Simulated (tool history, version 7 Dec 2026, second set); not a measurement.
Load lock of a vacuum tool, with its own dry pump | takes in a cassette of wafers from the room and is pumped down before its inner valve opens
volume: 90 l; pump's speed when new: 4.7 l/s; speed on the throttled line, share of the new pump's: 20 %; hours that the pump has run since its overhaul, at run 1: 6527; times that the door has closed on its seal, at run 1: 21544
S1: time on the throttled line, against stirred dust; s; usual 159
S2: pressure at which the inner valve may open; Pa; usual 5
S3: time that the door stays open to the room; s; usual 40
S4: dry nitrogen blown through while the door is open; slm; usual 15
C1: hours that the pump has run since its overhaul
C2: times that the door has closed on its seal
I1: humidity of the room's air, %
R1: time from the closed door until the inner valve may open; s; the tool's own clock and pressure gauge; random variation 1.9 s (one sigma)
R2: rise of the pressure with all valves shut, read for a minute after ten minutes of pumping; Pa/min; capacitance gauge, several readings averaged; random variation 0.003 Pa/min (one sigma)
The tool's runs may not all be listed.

run    hour   S1  S2   S3  S4     C1     C2    I1     R1     R2
  1       0  159   5   40  15   6527  21544  44.2  339.6  0.104
  2   315.7  107   5   40  15   6843  22183  45.1    300  0.102
  3   518.8  107   5   40  15   7046  22594  50.4  303.2  0.108
  4   712.2  107   5   40  15   7239  22986  48.3  303.3  0.105
  5   881.2  107   5   40  15   7408  23328  46.2  303.9  0.109
  6  1044.3  218   5   40  15   7572  23658  41.4  390.7  0.114
  7  1288.3  218   5   40  15   7815  24152  46.5  389.5  0.118
  8  1478.5  159   5   67  15   8006  24538  43.5  344.5  0.122
  9  1793.2  159   5   67  15   8320  25175  45.4  341.4  0.124
 10  1931.8  159   5   67  15   8459  25455  49.6  348.6  0.128
 11  2097.3  159   5   67  15   8625  25791    47  346.3  0.126
 12  2261.6  112   5   67  15   8789  26123  42.2  312.1  0.125
 13  2553.6  159  10   40  15   9081  26714  47.1  335.1  0.125
 14  2773.7  159   5   40  15   9301  27160  46.9  349.5  0.131
 15  3076.7  159   5   95  15   9604  27774  47.5  349.7  0.145
 16  3270.8  159   5   95  15   9798  28167  44.3  350.9  0.143
 17  3463.1  159   5   40  15   9990  28556  47.2  347.8  0.134
 18  3682.9  159   5   40  15  10210  29001  42.2  350.3  0.135
 19  3916.3  159   5   40  15  10444  29474  44.1  352.6  0.132
 20  4186.6   89   5  153  15  10714  30021  44.5    299  0.158
 21  4324.1   85   5  153  15  10851  30299  45.7  299.1  0.166
 22  4609.8  228   9  123  15  11137  30878  45.8  389.3   0.16
 23  4779.2  143   8   33  12  11306  31221  41.9  333.3  0.147
 24  5087.9  159   5   89  25  11615  31846  45.7  356.6  0.158
 25  5312.9  159   5   52  25  11840  32302  44.3  359.4  0.147
 26  5566.2  159   7   43  15  12093  32815    42  348.8  0.159
 27  5804.6  159   7   43  15  12332  33297  47.5  350.9  0.165
 28    5950   82   6   40  15  12477  33592  40.6    295  0.165
 29  6243.9   82   6   40  15  12771  34187  43.1  298.4  0.163
 30  6524.2   91   7  180   6  13051  34754  44.6  303.2  0.204
 31  6689.7  277   7   59   6  13217  35089  48.6  437.9  0.191
 32    6885   92   5  100  15  13412  35485  45.6  317.5   0.18
 33  7156.4   92   5  100  15  13684  36034  44.4  314.6  0.187
 34    7380  100   5  183  18  13907  36487  46.4  324.6  0.204
 35    7635  116   5   54  11  14162  37004  43.8  335.9  0.183
 36  7812.7  116   5   54  11  14340  37363  41.7  335.7  0.186
 37  8018.7  159   5   43  22  14546  37780  45.2  363.8  0.182

Measured less the same run without the tool's hidden state. The same run-to-run variation is in both; the gauge's scatter may not be:
The hidden state here: pump's speed, % of a new pump's; leak at the door's seal, Pa l/s; drift of the gauge itself on ready_s, %; drift of the gauge itself on rise_pa_min, %.
run     R1      R2
  1  +23.4  +0.072
  2  +25.6  +0.076
  3  +26.5  +0.078
  4  +27.1  +0.081
  5  +27.7  +0.079
  6  +24.5  +0.083
  7  +25.1  +0.086
  8  +27.8  +0.086
  9  +28.5   +0.09
 10  +29.5   +0.09
 11  +29.9  +0.092
 12  +32.8  +0.095
 13  +29.3  +0.096
 14  +32.6  +0.099
 15  +33.7  +0.102
 16  +34.4  +0.103
 17  +35.1  +0.105
 18  +36.2  +0.108
 19  +37.2   +0.11
 20  +41.2  +0.114
 21    +42  +0.116
 22  +32.3  +0.116
 23  +38.2   +0.12
 24  +41.1  +0.123
 25  +42.5  +0.125
 26    +41   +0.13
 27    +42  +0.132
 28  +47.7  +0.134
 29  +49.1  +0.135
 30  +48.7  +0.139
 31  +37.8  +0.143
 32  +52.7  +0.143
 33  +53.1  +0.148
 34    +54  +0.152
 35    +54  +0.152
 36  +54.7  +0.157
 37  +52.3  +0.158
